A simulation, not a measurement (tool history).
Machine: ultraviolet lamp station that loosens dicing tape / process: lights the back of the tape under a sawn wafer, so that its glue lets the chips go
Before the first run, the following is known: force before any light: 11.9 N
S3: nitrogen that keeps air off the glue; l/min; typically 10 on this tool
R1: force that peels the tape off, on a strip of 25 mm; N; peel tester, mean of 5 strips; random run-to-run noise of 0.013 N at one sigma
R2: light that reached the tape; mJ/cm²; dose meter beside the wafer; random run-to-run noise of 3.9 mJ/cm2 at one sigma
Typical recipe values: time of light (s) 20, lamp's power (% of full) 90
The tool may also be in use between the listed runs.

{"run": 1, "day": 0.0, "time of light (s)": 20, "lamp's power (% of full)": 90, "S3": 10, "R1": 2.038, "R2": 385}
{"run": 2, "day": 2.467, "time of light (s)": 20, "lamp's power (% of full)": 90, "S3": 10, "R1": 2.095, "R2": 376}
{"day": 4.425, "done": "lamp changed"}
{"run": 3, "day": 4.979, "time of light (s)": 20, "lamp's power (% of full)": 90, "S3": 10, "R1": 0.863, "R2": 578}
{"run": 4, "day": 6.438, "time of light (s)": 20, "lamp's power (% of full)": 90, "S3": 10, "R1": 0.878, "R2": 567}
{"run": 5, "day": 9.142, "time of light (s)": 20, "lamp's power (% of full)": 90, "S3": 10, "R1": 1.027, "R2": 543}
{"run": 6, "day": 10.4, "time of light (s)": 20, "lamp's power (% of full)": 90, "S3": 12, "R1": 0.876, "R2": 533}
{"day": 12.146, "done": "window cleaned of glue's vapour"}
{"run": 7, "day": 13.0, "time of light (s)": 20, "lamp's power (% of full)": 90, "S3": 12, "R1": 1.057, "R2": 488}
{"run": 8, "day": 15.421, "time of light (s)": 20, "lamp's power (% of full)": 90, "S3": 5, "R1": 2.37, "R2": 469}
{"run": 9, "day": 17.829, "time of light (s)": 13, "lamp's power (% of full)": 90, "S3": 10, "R1": 3.103, "R2": 294}
{"run": 10, "day": 19.738, "time of light (s)": 20, "lamp's power (% of full)": 90, "S3": 15, "R1": 1.136, "R2": 439}
{"run": 11, "day": 21.9, "time of light (s)": 20, "lamp's power (% of full)": 97, "S3": 10, "R1": 1.391, "R2": 463}
{"day": 23.092, "done": "window cleaned of glue's vapour, once more"}
{"run": 12, "day": 24.171, "time of light (s)": 20, "lamp's power (% of full)": 90, "S3": 10, "R1": 0.749, "R2": 601}
{"run": 13, "day": 26.158, "time of light (s)": 20, "lamp's power (% of full)": 90, "S3": 10, "R1": 0.817, "R2": 583}
{"run": 14, "day": 27.446, "time of light (s)": 20, "lamp's power (% of full)": 90, "S3": 10, "R1": 0.834, "R2": 569}
{"run": 15, "day": 28.779, "time of light (s)": 20, "lamp's power (% of full)": 90, "S3": 10, "R1": 0.879, "R2": 563}
{"run": 16, "day": 30.679, "time of light (s)": 20, "lamp's power (% of full)": 98, "S3": 10, "R1": 0.787, "R2": 596}
{"run": 17, "day": 33.121, "time of light (s)": 20, "lamp's power (% of full)": 98, "S3": 10, "R1": 0.809, "R2": 576}
{"run": 18, "day": 35.471, "time of light (s)": 20, "lamp's power (% of full)": 99, "S3": 10, "R1": 0.862, "R2": 565}
{"run": 19, "day": 37.746, "time of light (s)": 20, "lamp's power (% of full)": 90, "S3": 10, "R1": 1.165, "R2": 503}
{"run": 20, "day": 39.921, "time of light (s)": 20, "lamp's power (% of full)": 90, "S3": 10, "R1": 1.332, "R2": 489}
{"run": 21, "day": 41.304, "time of light (s)": 20, "lamp's power (% of full)": 90, "S3": 10, "R1": 1.338, "R2": 470}
{"run": 22, "day": 43.275, "time of light (s)": 20, "lamp's power (% of full)": 90, "S3": 10, "R1": 1.437, "R2": 460}
{"day": 44.604, "done": "window cleaned of glue's vapour"}
{"run": 23, "day": 45.7, "time of light (s)": 15, "lamp's power (% of full)": 94, "S3": 6, "R1": 2.318, "R2": 426}
{"run": 24, "day": 47.496, "time of light (s)": 19, "lamp's power (% of full)": 94, "S3": 6, "R1": 1.663, "R2": 526}
{"run": 25, "day": 50.271, "time of light (s)": 27, "lamp's power (% of full)": 67, "S3": 16, "R1": 0.732, "R2": 513}
{"run": 26, "day": 51.467, "time of light (s)": 25, "lamp's power (% of full)": 88, "S3": 3, "R1": 2.182, "R2": 611}
{"run": 27, "day": 53.771, "time of light (s)": 10, "lamp's power (% of full)": 75, "S3": 4, "R1": 6.356, "R2": 206}
{"run": 28, "day": 55.479, "time of light (s)": 27, "lamp's power (% of full)": 83, "S3": 4, "R1": 1.763, "R2": 591}
{"run": 29, "day": 57.233, "time of light (s)": 27, "lamp's power (% of full)": 83, "S3": 4, "R1": 1.969, "R2": 583}
{"run": 30, "day": 59.792, "time of light (s)": 12, "lamp's power (% of full)": 64, "S3": 7, "R1": 5.311, "R2": 192}
{"run": 31, "day": 61.379, "time of light (s)": 11, "lamp's power (% of full)": 90, "S3": 10, "R1": 3.825, "R2": 245}
{"run": 32, "day": 63.392, "time of light (s)": 15, "lamp's power (% of full)": 82, "S3": 5, "R1": 4.25, "R2": 292}
{"run": 33, "day": 64.95, "time of light (s)": 15, "lamp's power (% of full)": 82, "S3": 5, "R1": 4.312, "R2": 287}
{"day": 66.029, "done": "window cleaned of glue's vapour"}
{"run": 34, "day": 67.221, "time of light (s)": 15, "lamp's power (% of full)": 82, "S3": 5, "R1": 3.73, "R2": 334}
{"run": 35, "day": 69.354, "time of light (s)": 15, "lamp's power (% of full)": 82, "S3": 5, "R1": 3.82, "R2": 328}
{"run": 36, "day": 70.658, "time of light (s)": 11, "lamp's power (% of full)": 75, "S3": 5, "R1": 5.621, "R2": 213}
{"run": 37, "day": 72.158, "time of light (s)": 19, "lamp's power (% of full)": 75, "S3": 4, "R1": 3.777, "R2": 362}
{"run": 38, "day": 73.871, "time of light (s)": 19, "lamp's power (% of full)": 75, "S3": 4, "R1": 4.002, "R2": 355}
{"run": 39, "day": 75.329, "time of light (s)": 13, "lamp's power (% of full)": 90, "S3": 5, "R1": 4.611, "R2": 283}
{"run": 40, "day": 77.638, "time of light (s)": 13, "lamp's power (% of full)": 90, "S3": 5, "R1": 4.573, "R2": 274}
{"run": 41, "day": 79.075, "time of light (s)": 22, "lamp's power (% of full)": 90, "S3": 13, "R1": 1.181, "R2": 451}
{"run": 42, "day": 80.462, "time of light (s)": 24, "lamp's power (% of full)": 62, "S3": 3, "R1": 4.635, "R2": 333}
{"run": 43, "day": 81.796, "time of light (s)": 24, "lamp's power (% of full)": 62, "S3": 3, "R1": 4.714, "R2": 328}

Hidden state or all else? Some run-to-run changes of R1, split into what the settings, what came in and random variation would give without the hidden state, and what is left for the hidden state (with any gauge scatter that isn't in both results):
Hidden conditions of the tool in this case: lamp's light, % of a new lamp's; light that the window lets through, % of a clean one's; drift of the gauge itself on peel_n, %; drift of the gauge itself on dose_mj_cm2, %.
Run 2 -> 3: lamp changed. R1 -1.232 N: hidden state -1.237, all else +0.005.
Run 26 -> 27: time of light (s) 25 -> 10, lamp's power (% of full) 88 -> 75, S3 3 -> 4. R1 +4.174 N: hidden state +0.405, all else +3.769.
Run 27 -> 28: time of light (s) 10 -> 27, lamp's power (% of full) 75 -> 83. R1 -4.593 N: hidden state -0.411, all else -4.182.
Run 40 -> 41: time of light (s) 13 -> 22, S3 5 -> 13. R1 -3.392 N: hidden state -1.052, all else -2.34.
Run 41 -> 42: time of light (s) 22 -> 24, lamp's power (% of full) 90 -> 62, S3 13 -> 3. R1 +3.454 N: hidden state +1.208, all else +2.246.

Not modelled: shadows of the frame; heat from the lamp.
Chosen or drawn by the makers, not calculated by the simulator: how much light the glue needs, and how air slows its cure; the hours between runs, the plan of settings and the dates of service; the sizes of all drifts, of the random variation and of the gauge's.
